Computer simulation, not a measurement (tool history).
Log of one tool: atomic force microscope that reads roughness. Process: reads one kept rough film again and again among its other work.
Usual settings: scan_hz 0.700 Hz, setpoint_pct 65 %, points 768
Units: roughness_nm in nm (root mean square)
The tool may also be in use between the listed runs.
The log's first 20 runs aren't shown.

run,hour,scan_hz,setpoint_pct,points,roughness_nm
# hour 502.6: new tip fitted
21,509.8,0.700,65,768,2.568
22,545.2,0.700,65,768,2.403
# hour 553.1: new tip fitted
23,566.4,0.700,65,768,2.552
24,584.9,0.700,65,768,2.467
# hour 603.5: new tip fitted
25,611.5,0.700,65,768,2.576
26,641.9,0.700,65,768,2.405
# hour 654.8: new tip fitted
27,674.6,0.700,69,768,2.493
# hour 704.4: new tip fitted
28,711.4,0.839,66,703,2.550
29,738.7,0.839,66,703,2.438
# hour 754.3: new tip fitted
30,769.0,0.700,74,508,2.495
# hour 803.2: new tip fitted
31,804.3,1.452,76,285,2.441
32,822.5,1.452,76,285,2.350
33,848.9,0.625,85,291,2.280
# hour 853.2: new tip fitted
34,871.5,0.715,56,291,2.525
35,896.8,0.700,65,357,2.366
# hour 904.4: new tip fitted
36,912.2,2.851,65,768,2.411
37,942.8,2.851,65,768,2.253
# hour 952.8: new tip fitted
38,971.1,3.177,73,643,2.191

Forecast run 39:
# hour 1002.4: new tip fitted
39,1003.3,2.674,80,313,?

Run 39 gave roughness_nm 2.205 nm (root mean square).
Without the tool's hidden state the same run would have given roughness_nm 2.244 nm (root mean square).
